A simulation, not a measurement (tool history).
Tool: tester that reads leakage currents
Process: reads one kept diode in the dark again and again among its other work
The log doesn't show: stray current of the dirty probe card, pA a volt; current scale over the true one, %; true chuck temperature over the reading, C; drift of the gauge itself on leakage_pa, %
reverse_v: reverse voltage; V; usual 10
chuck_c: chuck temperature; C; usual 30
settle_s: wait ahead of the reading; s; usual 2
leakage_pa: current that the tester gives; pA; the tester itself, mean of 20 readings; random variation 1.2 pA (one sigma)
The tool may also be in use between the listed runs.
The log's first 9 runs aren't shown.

run,hour,reverse_v,chuck_c,settle_s,hours of work since the probe card was cleaned,hours of work since the tester was calibrated,hours of work since the chuck was calibrated,leakage_pa
10,1060.2,10,30,2,1461,3570,736,413.15
11,1232.8,10,30,2,1555,3664,830,414.49
12,1319.6,10,30,2,1603,3712,878,410.5
13,1421.8,10,30,2,1659,3768,934,410.63
14,1545.5,10,30,2,1727,3836,1001,411.56
# hour 1621.1: chuck's temperature calibrated
15,1698.9,10,30,2,1809,3919,43,441.22
16,1806.3,10,30,2,1868,3977,101,441.81
# hour 1905: probe card cleaned and baked
17,1960.6,10,30,2,30,4060,184,415.91
# hour 1977.7: tester calibrated
18,2035.2,13.9,43,7.87,70,32,224,1369.72
19,2123,13.9,43,7.87,118,80,272,1361.95
20,2201.8,1.5,29,0.52,161,123,315,155.88
21,2314.4,1.5,55,0.52,223,184,377,1106.04
# hour 2356.8: tester calibrated, once more
22,2392.5,5.5,55,0.8,265,20,419,1996.88
23,2507,5.5,55,6.9,327,82,481,1980.92
24,2607.5,15.3,30,1.21,382,137,536,499.85
25,2771.4,14.3,50,1.17,472,227,626,2198.33
26,2926.9,1.1,40,1.22,557,312,711,304.04

The next listed run, before its measurement:
27,3035.1,1.1,40,1.22,617,371,770,?

Run 27 gave leakage_pa 304.02 pA.
Without the tool's hidden state the same run would have given leakage_pa 311.5 pA.
